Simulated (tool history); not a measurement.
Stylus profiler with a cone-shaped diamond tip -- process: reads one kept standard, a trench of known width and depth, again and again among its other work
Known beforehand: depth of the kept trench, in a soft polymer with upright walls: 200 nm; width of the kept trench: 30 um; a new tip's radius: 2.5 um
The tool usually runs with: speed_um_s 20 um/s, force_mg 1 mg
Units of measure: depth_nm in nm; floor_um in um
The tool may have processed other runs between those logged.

run	hour	speed_um_s	force_mg	depth_nm	floor_um
1	0	20	1	201.72	27.49
2	22	10	1	201.47	27.51
3	46.8	10	1	201.53	27.54
4	73.5	13	1	201.61	27.46
5	109.9	13	1	201.57	27.47
6	130.7	20	2.49	202.18	27.48
7	154.3	20	1	201.57	27.42
8	173.1	20	0.43	201.5	27.33
9	202	20	1	201.7	27.44
10	238.2	5	1	201.71	27.48
11	266	44	1	201.59	27.3
12	304.6	44	1	201.6	27.26
13	338.8	20	0.85	201.67	27.35
14	373	20	0.85	201.51	27.38
15	411.8	20	1.11	201.81	27.34
16	446.7	20	1	201.7	27.35
17	468.9	20	1	201.74	27.37
18	487.2	20	1	201.64	27.3
19	520.9	20	1	201.92	27.35
20	544.4	20	1	201.89	27.32
21	572.2	20	1	201.68	27.34
22	606.2	64	0.47	201.56	26.93
23	645.9	64	0.47	201.59	26.92
# hour 665.6: height scale calibrated on a step standard
24	667.9	64	0.47	200.39	26.93
25	700.4	57	2.43	201.37	27.21
26	727.4	57	2.43	201.29	27.21
27	762.1	31	0.47	200.44	27.16
28	794.1	10	1.33	200.88	27.35
29	823.9	5	1.7	201.17	27.35
30	853.8	5	1.7	201.1	27.29
31	882.1	5	1.7	201.05	27.3
32	905.9	5	1.7	201.06	27.33
33	927.8	23	1.37	200.8	27.22
34	965.7	21	2.62	201.55	27.23
35	992	75	0.61	200.71	26.81
36	1016.9	66	0.45	200.8	26.81
37	1038	66	0.45	200.4	26.8
38	1074.9	8	0.69	200.66	27.25
39	1098.2	7	2.76	201.62	27.25
40	1139.1	7	2.76	201.46	27.29
41	1170.6	6	0.93	200.89	27.24
42	1187.7	6	0.93	201.11	27.2

Difference, measured minus no-hidden-state, one row per run. Run-to-run variation is common to both terms; the gauge's own scatter need not be:
What the log doesn't record here: radius of the tip, um; height scale over the true one, %; drift of the gauge itself on depth_nm, %; drift of the gauge itself on floor_um, %.
run	depth_nm	floor_um
1	+0.83	-0.46
2	+0.85	-0.46
3	+0.86	-0.47
4	+0.87	-0.48
5	+0.88	-0.49
6	+0.9	-0.5
7	+0.9	-0.5
8	+0.91	-0.51
9	+0.93	-0.52
10	+0.94	-0.53
11	+0.96	-0.53
12	+0.97	-0.55
13	+0.99	-0.55
14	+1	-0.56
15	+1.02	-0.57
16	+1.04	-0.58
17	+1.04	-0.59
18	+1.05	-0.6
19	+1.07	-0.6
20	+1.08	-0.6
21	+1.1	-0.62
22	+1.11	-0.63
23	+1.13	-0.64
24	+0.01	-0.64
25	+0.02	-0.65
26	+0.03	-0.66
27	+0.05	-0.67
28	+0.07	-0.68
29	+0.08	-0.68
30	+0.1	-0.69
31	+0.11	-0.7
32	+0.11	-0.7
33	+0.12	-0.71
34	+0.14	-0.72
35	+0.16	-0.72
36	+0.16	-0.73
37	+0.18	-0.74
38	+0.19	-0.75
39	+0.2	-0.76
40	+0.22	-0.76
41	+0.24	-0.77
42	+0.24	-0.78

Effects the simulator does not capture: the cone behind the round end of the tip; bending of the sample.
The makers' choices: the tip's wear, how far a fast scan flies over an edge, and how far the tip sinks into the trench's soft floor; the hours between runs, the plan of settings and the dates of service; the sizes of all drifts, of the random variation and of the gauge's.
